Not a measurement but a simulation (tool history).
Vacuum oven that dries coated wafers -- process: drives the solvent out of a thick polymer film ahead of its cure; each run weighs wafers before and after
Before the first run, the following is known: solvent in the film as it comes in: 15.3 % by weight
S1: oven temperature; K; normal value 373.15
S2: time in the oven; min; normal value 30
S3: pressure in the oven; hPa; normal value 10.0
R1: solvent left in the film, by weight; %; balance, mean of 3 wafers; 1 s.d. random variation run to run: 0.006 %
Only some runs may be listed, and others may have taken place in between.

run 1 hour=0.0 | S1=373.15 S2=30 S3=10.0 | R1=0.777
run 2 hour=102.5 | S1=373.15 S2=30 S3=14.2 | R1=0.907
run 3 hour=173.5 | S1=361.15 S2=30 S3=10.0 | R1=2.331
run 4 hour=227.8 | S1=361.15 S2=30 S3=10.0 | R1=2.321
run 5 hour=278.1 | S1=361.15 S2=30 S3=10.0 | R1=2.320
run 6 hour=340.5 | S1=361.15 S2=30 S3=10.0 | R1=2.309
run 7 hour=418.6 | S1=361.15 S2=30 S3=10.0 | R1=2.283
run 8 hour=474.7 | S1=361.15 S2=30 S3=10.0 | R1=2.279
-- hour=519.8 oven's thermocouples calibrated
run 9 hour=584.3 | S1=373.15 S2=28 S3=10.0 | R1=1.052
run 10 hour=688.2 | S1=373.15 S2=30 S3=35.9 | R1=1.793
-- hour=748.9 vacuum gauge cleaned of residue and calibrated
run 11 hour=759.9 | S1=373.15 S2=30 S3=35.9 | R1=1.727
run 12 hour=854.0 | S1=373.15 S2=26 S3=35.9 | R1=1.964
run 13 hour=924.0 | S1=373.15 S2=26 S3=35.9 | R1=1.955
run 14 hour=998.9 | S1=379.15 S2=22 S3=27.9 | R1=1.301
run 15 hour=1059.2 | S1=366.15 S2=44 S3=9.7 | R1=0.848
run 16 hour=1139.5 | S1=366.15 S2=44 S3=9.7 | R1=0.839
run 17 hour=1205.8 | S1=366.15 S2=44 S3=9.7 | R1=0.850

Alternative continuations, all from the tool just after run 17; predict every row:
run A hour=1278.8 | S1=366.15 S2=26 S3=9.7 | R1=?
run B hour=1278.8 | S1=365.15 S2=28 S3=6.3 | R1=?
run C hour=1278.8 | S1=373.15 S2=16 S3=7.1 | R1=?
run D hour=1278.8 | S1=387.15 S2=23 S3=9.9 | R1=?

run=A R1=2.020
run=B R1=1.821
run=C R1=2.380
run=D R1=0.324
With no hidden state in the tool, these same runs would have given:
run=A R1=2.181
run=B R1=1.974
run=C R1=2.560
run=D R1=0.344
